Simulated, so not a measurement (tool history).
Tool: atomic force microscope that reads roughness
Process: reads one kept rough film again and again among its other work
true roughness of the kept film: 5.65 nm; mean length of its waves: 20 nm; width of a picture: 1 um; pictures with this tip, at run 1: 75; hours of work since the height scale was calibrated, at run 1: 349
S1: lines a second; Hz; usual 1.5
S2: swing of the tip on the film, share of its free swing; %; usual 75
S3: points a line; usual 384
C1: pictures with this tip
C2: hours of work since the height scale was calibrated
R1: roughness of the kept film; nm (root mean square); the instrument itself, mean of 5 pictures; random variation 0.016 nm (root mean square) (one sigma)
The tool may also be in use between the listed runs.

run   hour    S1  S2   S3  C1   C2     R1
  1      0   1.5  75  384  75  349  2.633
        33  -- new tip fitted
  2   33.8   1.5  75  384   1  363  3.715
  3   64.3   1.5  76  384  27  376  3.296
  4     86   1.5  75  384  46  386  3.072
  5    113   1.5  75  384  70  397  2.754
  6  138.1   1.5  75  384  92  408  2.564
       151  -- new tip fitted
  7  159.1   1.5  75  384   7  417  3.667
  8  186.4  3.47  75  384  31  428  2.841
  9  215.3  3.47  75  384  56  441   2.57
 10  252.6  3.47  75  384  89  457   2.23
       269  -- new tip fitted
 11  294.6  3.47  75  384  22  474  2.978
 12  323.5  3.47  75  384  47  487  2.664
 13    345  3.47  75  384  66  496  2.472
 14  370.6  3.47  75  384  88  507  2.305
     388.3  -- new tip fitted
 15  416.5  3.47  75  384  25  526  2.981
 16  452.8  3.47  75  384  57  542  2.598
 17  483.8  3.47  75  384  84  555   2.34
     508.7  -- new tip fitted
 18  525.4  3.47  75  384  15  573  3.054
 19  555.1   1.5  75  844  41  586  3.143
 20  584.7   1.5  75  844  66  598  2.819
 21  613.3   1.5  75  844  91  611  2.588

Forecast run 22:
     626.3  -- new tip fitted
 22  640.1  1.75  67  593  12  622   ?

Run 22 gave R1 3.714 nm (root mean square).
Without the tool's hidden state the same run would have given R1 4.012 nm (root mean square).

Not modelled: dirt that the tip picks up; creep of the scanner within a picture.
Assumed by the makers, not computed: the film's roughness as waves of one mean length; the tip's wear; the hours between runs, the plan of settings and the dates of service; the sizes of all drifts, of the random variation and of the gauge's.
